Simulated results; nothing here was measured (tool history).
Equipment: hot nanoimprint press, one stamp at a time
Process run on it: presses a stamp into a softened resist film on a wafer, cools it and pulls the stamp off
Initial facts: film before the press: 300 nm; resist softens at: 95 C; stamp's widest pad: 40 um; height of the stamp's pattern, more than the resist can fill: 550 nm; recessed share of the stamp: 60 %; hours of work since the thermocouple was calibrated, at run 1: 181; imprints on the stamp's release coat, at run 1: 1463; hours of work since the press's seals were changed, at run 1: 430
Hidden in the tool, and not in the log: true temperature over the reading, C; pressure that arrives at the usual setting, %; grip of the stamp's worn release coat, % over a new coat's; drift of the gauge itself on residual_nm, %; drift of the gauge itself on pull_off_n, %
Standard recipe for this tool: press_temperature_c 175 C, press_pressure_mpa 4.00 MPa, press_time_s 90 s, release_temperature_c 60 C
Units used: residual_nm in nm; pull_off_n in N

| run | hour | press_temperature_c | press_pressure_mpa | press_time_s | release_temperature_c | hours of work since the thermocouple was calibrated | imprints on the stamp's release coat | hours of work since the press's seals were changed | residual_nm | pull_off_n |
|---|---|---|---|---|---|---|---|---|---|---|
| 1 | 0.0 | 175 | 4.00 | 90 | 60 | 181 | 1463 | 430 | 108.1 | 243 |
| 2 | 28.4 | 175 | 4.00 | 90 | 60 | 193 | 1526 | 442 | 106.6 | 241 |
|  | 44.8 | stamp cleaned and given a new release coat |
| 3 | 54.2 | 175 | 4.00 | 90 | 60 | 202 | 20 | 451 | 109.0 | 188 |
| 4 | 65.9 | 180 | 4.00 | 90 | 60 | 207 | 46 | 456 | 86.3 | 189 |
| 5 | 84.2 | 180 | 4.00 | 90 | 60 | 214 | 87 | 464 | 86.9 | 187 |
| 6 | 102.5 | 164 | 4.00 | 90 | 60 | 222 | 127 | 471 | 173.6 | 193 |
| 7 | 121.9 | 164 | 4.00 | 90 | 60 | 230 | 170 | 480 | 174.2 | 194 |
|  | 126.8 | plate thermocouple calibrated |
| 8 | 142.7 | 164 | 4.00 | 90 | 60 | 7 | 209 | 487 | 169.7 | 187 |
| 9 | 154.9 | 164 | 4.00 | 90 | 60 | 12 | 236 | 492 | 171.5 | 199 |
| 10 | 180.8 | 164 | 4.00 | 90 | 60 | 23 | 293 | 503 | 170.2 | 202 |
|  | 207.5 | plate thermocouple calibrated, once more |
| 11 | 208.6 | 175 | 2.41 | 90 | 60 | 0 | 348 | 514 | 144.4 | 206 |
| 12 | 220.8 | 175 | 2.41 | 90 | 60 | 6 | 375 | 519 | 144.0 | 200 |
| 13 | 247.9 | 175 | 2.41 | 90 | 60 | 17 | 435 | 531 | 144.7 | 202 |
| 14 | 276.0 | 176 | 2.41 | 90 | 56 | 29 | 497 | 543 | 137.3 | 215 |
| 15 | 288.6 | 173 | 3.19 | 100 | 64 | 35 | 525 | 548 | 131.6 | 204 |
| 16 | 306.0 | 175 | 3.64 | 90 | 60 | 42 | 564 | 556 | 118.4 | 204 |
| 17 | 322.0 | 175 | 3.64 | 90 | 60 | 49 | 599 | 562 | 118.3 | 211 |
| 18 | 340.8 | 175 | 4.00 | 110 | 51 | 57 | 640 | 570 | 104.2 | 231 |
| 19 | 365.0 | 175 | 4.00 | 110 | 51 | 67 | 694 | 581 | 104.3 | 232 |
| 20 | 388.6 | 175 | 2.80 | 110 | 51 | 77 | 746 | 591 | 124.3 | 232 |
| 21 | 406.8 | 164 | 4.00 | 90 | 65 | 85 | 786 | 599 | 179.5 | 205 |
| 22 | 422.2 | 175 | 3.26 | 118 | 50 | 91 | 820 | 605 | 112.0 | 238 |
| 23 | 448.1 | 175 | 4.00 | 90 | 65 | 103 | 878 | 616 | 112.9 | 209 |
| 24 | 459.7 | 175 | 4.00 | 90 | 65 | 107 | 903 | 621 | 112.3 | 215 |

Consider 4 possible next runs. They are alternatives, not a sequence: every one starts from the tool as it was left by run 24. What does each give?
| A | 486.4 | 175 | 4.00 | 62 | 60 | 119 | 962 | 632 | ? | ? |
| B | 486.4 | 175 | 4.00 | 85 | 49 | 119 | 962 | 632 | ? | ? |
| C | 486.4 | 175 | 4.00 | 90 | 52 | 119 | 962 | 632 | ? | ? |
| D | 486.4 | 182 | 4.00 | 144 | 51 | 119 | 962 | 632 | ? | ? |

| run | residual_nm | pull_off_n |
|---|---|---|
| A | 128.5 | 226 |
| B | 114.2 | 256 |
| C | 111.6 | 234 |
| D | 68.5 | 241 |
What these runs would have given with no unlogged condition in the tool:
| run | residual_nm | pull_off_n |
|---|---|---|
| A | 127.3 | 191 |
| B | 113.1 | 217 |
| C | 110.5 | 197 |
| D | 67.7 | 204 |
